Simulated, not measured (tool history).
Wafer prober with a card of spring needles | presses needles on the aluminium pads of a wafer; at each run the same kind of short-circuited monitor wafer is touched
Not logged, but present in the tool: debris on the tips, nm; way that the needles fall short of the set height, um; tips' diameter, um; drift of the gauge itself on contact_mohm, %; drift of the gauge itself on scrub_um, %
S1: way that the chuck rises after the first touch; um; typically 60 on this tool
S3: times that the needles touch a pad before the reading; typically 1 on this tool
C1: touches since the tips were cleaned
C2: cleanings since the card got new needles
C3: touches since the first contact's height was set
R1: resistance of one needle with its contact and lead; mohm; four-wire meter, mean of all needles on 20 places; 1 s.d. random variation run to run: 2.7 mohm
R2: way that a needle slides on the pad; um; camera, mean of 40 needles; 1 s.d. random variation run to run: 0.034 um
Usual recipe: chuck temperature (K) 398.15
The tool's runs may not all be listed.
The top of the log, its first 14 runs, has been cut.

-- hour=367.8 tips cleaned on abrasive film
-- hour=384.2 tips cleaned on abrasive film
run 15 hour=399.4 | S1=60 chuck_temperature_(K)=312.15 S3=1 | C1=6823 C2=110 C3=50608 | R1=281 R2=8.02
-- hour=402.9 tips cleaned on abrasive film
-- hour=420.1 tips cleaned on abrasive film
run 16 hour=420.4 | S1=60 chuck_temperature_(K)=312.15 S3=1 | C1=118 C2=112 C3=59918 | R1=284 R2=7.98
-- hour=437.1 tips cleaned on abrasive film
run 17 hour=442.3 | S1=77 chuck_temperature_(K)=300.15 S3=3 | C1=2314 C2=113 C3=69681 | R1=275 R2=10.32
-- hour=454.0 tips cleaned on abrasive film
run 18 hour=461.7 | S1=54 chuck_temperature_(K)=357.15 S3=2 | C1=3458 C2=114 C3=78338 | R1=297 R2=7.22
-- hour=471.4 tips cleaned on abrasive film
-- hour=488.7 tips cleaned on abrasive film
run 19 hour=491.8 | S1=55 chuck_temperature_(K)=398.15 S3=2 | C1=1375 C2=116 C3=91761 | R1=308 R2=7.34
-- hour=506.0 tips cleaned on abrasive film
run 20 hour=520.2 | S1=63 chuck_temperature_(K)=398.15 S3=2 | C1=6401 C2=117 C3=104463 | R1=307 R2=8.39
-- hour=523.3 tips cleaned on abrasive film
-- hour=539.8 tips cleaned on abrasive film
-- hour=556.1 tips cleaned on abrasive film
run 21 hour=556.1 | S1=63 chuck_temperature_(K)=398.15 S3=2 | C1=0 C2=120 C3=120411 | R1=310 R2=8.38
-- hour=572.3 tips cleaned on abrasive film
-- hour=588.9 tips cleaned on abrasive film
run 22 hour=595.7 | S1=43 chuck_temperature_(K)=398.15 S3=2 | C1=3060 C2=122 C3=138094 | R1=315 R2=5.76
-- hour=605.1 tips cleaned on abrasive film
-- hour=621.5 tips cleaned on abrasive film
run 23 hour=621.5 | S1=60 chuck_temperature_(K)=325.15 S3=3 | C1=0 C2=124 C3=149552 | R1=288 R2=7.99
-- hour=639.7 tips cleaned on abrasive film
-- hour=656.7 tips cleaned on abrasive film
run 24 hour=663.7 | S1=46 chuck_temperature_(K)=325.15 S3=3 | C1=3152 C2=126 C3=168412 | R1=287 R2=6.15
-- hour=673.4 tips cleaned on abrasive film
-- hour=691.0 tips cleaned on abrasive film
run 25 hour=694.1 | S1=60 chuck_temperature_(K)=325.15 S3=2 | C1=1414 C2=128 C3=181949 | R1=286 R2=8.05
-- hour=709.4 tips cleaned on abrasive film
run 26 hour=724.4 | S1=60 chuck_temperature_(K)=364.15 S3=3 | C1=6723 C2=129 C3=195488 | R1=296 R2=8.05
-- hour=728.4 tips cleaned on abrasive film
-- hour=746.5 tips cleaned on abrasive film
-- hour=750.5 height of the first contact set anew
-- hour=764.3 tips cleaned on abrasive film
run 27 hour=768.7 | S1=60 chuck_temperature_(K)=364.15 S3=3 | C1=1980 C2=132 C3=8116 | R1=301 R2=8.06
-- hour=780.6 tips cleaned on abrasive film
run 28 hour=788.7 | S1=60 chuck_temperature_(K)=364.15 S3=3 | C1=3620 C2=133 C3=17036 | R1=300 R2=7.96
-- hour=798.7 tips cleaned on abrasive film
-- hour=815.9 tips cleaned on abrasive film
run 29 hour=815.9 | S1=60 chuck_temperature_(K)=302.15 S3=1 | C1=0 C2=135 C3=29146 | R1=279 R2=7.94
-- hour=834.2 tips cleaned on abrasive film
run 30 hour=835.7 | S1=75 chuck_temperature_(K)=304.15 S3=3 | C1=679 C2=136 C3=38000 | R1=273 R2=9.98

What if the next run were any one of these 4? Each begins from the tool's condition after run 30:
-- hour=851.8 tips cleaned on abrasive film
-- hour=868.3 tips cleaned on abrasive film
run A hour=875.7 | S1=64 chuck_temperature_(K)=350.15 S3=1 | C1=3317 C2=138 C3=55831 | R1=? R2=?
-- hour=851.8 tips cleaned on abrasive film
-- hour=868.3 tips cleaned on abrasive film
run B hour=875.7 | S1=60 chuck_temperature_(K)=304.15 S3=1 | C1=3317 C2=138 C3=55831 | R1=? R2=?
-- hour=851.8 tips cleaned on abrasive film
-- hour=868.3 tips cleaned on abrasive film
run C hour=875.7 | S1=77 chuck_temperature_(K)=331.15 S3=1 | C1=3317 C2=138 C3=55831 | R1=? R2=?
-- hour=851.8 tips cleaned on abrasive film
-- hour=868.3 tips cleaned on abrasive film
run D hour=875.7 | S1=60 chuck_temperature_(K)=324.15 S3=2 | C1=3317 C2=138 C3=55831 | R1=? R2=?

run=A R1=295 R2=8.60
run=B R1=279 R2=8.02
run=C R1=285 R2=10.30
run=D R1=284 R2=7.98
Without the tool's hidden state the same runs would have given:
run=A R1=294 R2=8.60
run=B R1=279 R2=8.03
run=C R1=284 R2=10.30
run=D R1=284 R2=7.98
